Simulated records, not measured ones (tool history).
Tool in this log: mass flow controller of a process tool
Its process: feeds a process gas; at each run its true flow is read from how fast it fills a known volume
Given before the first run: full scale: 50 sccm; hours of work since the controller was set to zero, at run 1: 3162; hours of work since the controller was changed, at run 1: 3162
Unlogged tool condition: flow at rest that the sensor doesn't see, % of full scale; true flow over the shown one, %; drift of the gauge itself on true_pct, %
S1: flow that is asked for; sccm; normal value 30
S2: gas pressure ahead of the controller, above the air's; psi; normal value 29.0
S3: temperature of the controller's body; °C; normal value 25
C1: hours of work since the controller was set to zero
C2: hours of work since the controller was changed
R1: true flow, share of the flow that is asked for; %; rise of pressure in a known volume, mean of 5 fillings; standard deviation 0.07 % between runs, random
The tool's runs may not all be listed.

run	hour	S1	S2	S3	C1	C2	R1
1	0.0	30	29.0	25	3162	3162	99.08
2	224.7	30	29.0	25	3315	3315	99.17
3	416.6	30	29.0	25	3446	3446	99.27
4	735.6	21	29.0	25	3663	3663	99.16
5	877.7	30	27.4	25	3760	3760	99.10
6	1144.2	30	27.4	25	3942	3942	99.20
7	1392.6	30	29.0	25	4111	4111	99.10
8	1628.9	30	29.0	25	4272	4272	99.25
9	1946.7	30	29.0	25	4489	4489	99.15
10	2236.7	31	29.0	25	4687	4687	99.18
11	2466.9	31	29.0	25	4844	4844	99.08
12	2747.0	31	29.0	25	5035	5035	99.15
13	3072.2	31	29.0	25	5256	5256	99.13
14	3282.8	31	29.0	30	5400	5400	99.55
# hour 3425.5: controller's zero set anew
15	3564.0	30	29.0	39	94	5591	99.33
16	3800.0	30	29.0	23	255	5752	97.92
17	3972.1	30	31.6	25	373	5870	98.18
18	4267.3	6	29.0	22	574	6071	98.02
19	4502.5	9	31.0	24	734	6231	97.87
20	4686.2	9	31.0	24	860	6356	97.95
21	4823.2	9	31.0	24	953	6450	98.11
22	5021.7	9	38.7	28	1088	6585	98.76
23	5316.2	27	29.0	26	1289	6786	98.09
24	5489.9	9	29.0	32	1408	6904	98.92
25	5719.9	8	20.6	20	1564	7061	97.87
26	5889.7	12	26.1	20	1680	7177	97.54
27	6109.0	11	33.4	25	1830	7326	98.45
28	6261.1	20	29.0	25	1933	7430	98.07
29	6577.9	9	30.3	24	2149	7646	98.58
30	6854.3	21	30.5	24	2338	7835	97.82
31	7009.3	7	24.7	24	2444	7940	99.04

Alternative continuations, all from the tool just after run 31; predict every row:
A	7299.9	16	23.4	20	2642	8138	?
B	7299.9	30	29.0	30	2642	8138	?
C	7299.9	30	29.0	25	2642	8138	?

run	R1
A	97.56
B	98.44
C	97.93
What these runs would have given with no unlogged condition in the tool:
run	R1
A	98.38
B	99.87
C	99.36

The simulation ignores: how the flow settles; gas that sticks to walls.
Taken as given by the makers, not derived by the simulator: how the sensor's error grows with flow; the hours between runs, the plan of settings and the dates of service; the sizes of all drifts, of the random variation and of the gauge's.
